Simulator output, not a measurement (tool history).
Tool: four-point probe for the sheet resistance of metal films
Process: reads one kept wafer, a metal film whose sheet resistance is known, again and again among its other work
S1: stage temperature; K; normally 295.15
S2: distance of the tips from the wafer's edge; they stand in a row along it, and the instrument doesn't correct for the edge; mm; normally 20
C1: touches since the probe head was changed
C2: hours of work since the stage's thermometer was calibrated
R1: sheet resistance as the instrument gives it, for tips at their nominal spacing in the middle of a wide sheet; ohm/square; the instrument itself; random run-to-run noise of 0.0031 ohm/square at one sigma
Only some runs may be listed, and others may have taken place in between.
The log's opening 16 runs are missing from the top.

| run | day | S1 | S2 | C1 | C2 | R1 |
|---|---|---|---|---|---|---|
| 17 | 42.367 | 294.15 | 20 | 107387 | 2024 | 15.527849 |
| 18 | 45.346 | 302.15 | 3 | 111274 | 2069 | 15.748464 |
| 19 | 48.888 | 302.15 | 3 | 115889 | 2123 | 15.751117 |
| 20 | 51.183 | 295.15 | 4 | 118883 | 2158 | 15.712038 |
| 21 | 53.650 | 295.15 | 14 | 122101 | 2195 | 15.521676 |
| 22 | 56.438 | 305.15 | 5 | 125734 | 2237 | 15.473442 |
| 23 | 59.588 | 305.15 | 5 | 129845 | 2285 | 15.475251 |
| 24 | 62.858 | 291.15 | 5 | 134109 | 2335 | 15.704500 |
| 25 | 65.083 | 303.15 | 75 | 137009 | 2368 | 15.369708 |

Predict the results of run 26:
| 26 | 68.471 | 303.15 | 75 | 141423 | 2420 | ? |

{"run 26": {"R1": 15.371921}}
On a tool with no hidden condition, and with the same random variation, this run would have come out at R1 15.372545 ohm/square.

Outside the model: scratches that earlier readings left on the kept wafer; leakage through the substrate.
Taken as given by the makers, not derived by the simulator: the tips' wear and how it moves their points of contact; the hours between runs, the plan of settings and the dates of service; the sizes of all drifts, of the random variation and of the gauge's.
